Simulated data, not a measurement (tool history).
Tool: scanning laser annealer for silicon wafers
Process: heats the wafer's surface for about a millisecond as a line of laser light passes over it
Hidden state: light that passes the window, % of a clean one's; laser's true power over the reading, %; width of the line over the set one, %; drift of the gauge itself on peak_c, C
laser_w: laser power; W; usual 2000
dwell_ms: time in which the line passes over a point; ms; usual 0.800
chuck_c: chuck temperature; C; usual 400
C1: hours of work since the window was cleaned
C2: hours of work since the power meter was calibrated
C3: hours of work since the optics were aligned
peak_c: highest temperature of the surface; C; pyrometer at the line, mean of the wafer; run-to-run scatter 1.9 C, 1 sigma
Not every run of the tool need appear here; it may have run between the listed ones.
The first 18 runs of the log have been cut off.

{"run": 19, "day": 8.258, "laser_w": 1734, "dwell_ms": 0.573, "chuck_c": 400, "C1": 603, "C2": 332, "C3": 835, "peak_c": 969}
{"run": 20, "day": 8.583, "laser_w": 1794, "dwell_ms": 0.8, "chuck_c": 400, "C1": 607, "C2": 336, "C3": 840, "peak_c": 1082}
{"run": 21, "day": 9.138, "laser_w": 2000, "dwell_ms": 0.568, "chuck_c": 427, "C1": 615, "C2": 344, "C3": 848, "peak_c": 1100}
{"run": 22, "day": 9.733, "laser_w": 1878, "dwell_ms": 0.774, "chuck_c": 401, "C1": 624, "C2": 353, "C3": 856, "peak_c": 1115}
{"day": 10.092, "done": "window over the wafer cleaned"}
{"run": 23, "day": 10.212, "laser_w": 1893, "dwell_ms": 0.967, "chuck_c": 429, "C1": 2, "C2": 358, "C3": 862, "peak_c": 1220}
{"run": 24, "day": 10.575, "laser_w": 2000, "dwell_ms": 0.641, "chuck_c": 400, "C1": 7, "C2": 363, "C3": 867, "peak_c": 1112}
{"run": 25, "day": 11.083, "laser_w": 2000, "dwell_ms": 0.738, "chuck_c": 400, "C1": 14, "C2": 370, "C3": 874, "peak_c": 1153}
{"run": 26, "day": 11.7, "laser_w": 2000, "dwell_ms": 0.721, "chuck_c": 400, "C1": 23, "C2": 379, "C3": 883, "peak_c": 1146}
{"run": 27, "day": 12.017, "laser_w": 2000, "dwell_ms": 0.721, "chuck_c": 400, "C1": 27, "C2": 384, "C3": 887, "peak_c": 1147}
{"run": 28, "day": 12.633, "laser_w": 2000, "dwell_ms": 0.721, "chuck_c": 400, "C1": 36, "C2": 392, "C3": 896, "peak_c": 1150}
{"run": 29, "day": 13.312, "laser_w": 2109, "dwell_ms": 0.721, "chuck_c": 373, "C1": 46, "C2": 402, "C3": 906, "peak_c": 1170}
{"run": 30, "day": 13.896, "laser_w": 2109, "dwell_ms": 0.721, "chuck_c": 373, "C1": 54, "C2": 410, "C3": 914, "peak_c": 1169}

Here are 4 independent what-if runs from the current tool condition. What would each one return?
{"run": "A", "day": 14.275, "laser_w": 1791, "dwell_ms": 0.757, "chuck_c": 407, "C1": 59, "C2": 416, "C3": 919, "peak_c": "?"}
{"run": "B", "day": 14.275, "laser_w": 2042, "dwell_ms": 0.959, "chuck_c": 439, "C1": 59, "C2": 416, "C3": 919, "peak_c": "?"}
{"run": "C", "day": 14.275, "laser_w": 2062, "dwell_ms": 0.919, "chuck_c": 366, "C1": 59, "C2": 416, "C3": 919, "peak_c": "?"}
{"run": "D", "day": 14.275, "laser_w": 1993, "dwell_ms": 0.721, "chuck_c": 398, "C1": 59, "C2": 416, "C3": 919, "peak_c": "?"}

run=A peak_c=1078
run=B peak_c=1308
run=C peak_c=1225
run=D peak_c=1145
Without the tool's hidden state the same runs would have given:
run=A peak_c=1079
run=B peak_c=1308
run=C peak_c=1226
run=D peak_c=1146
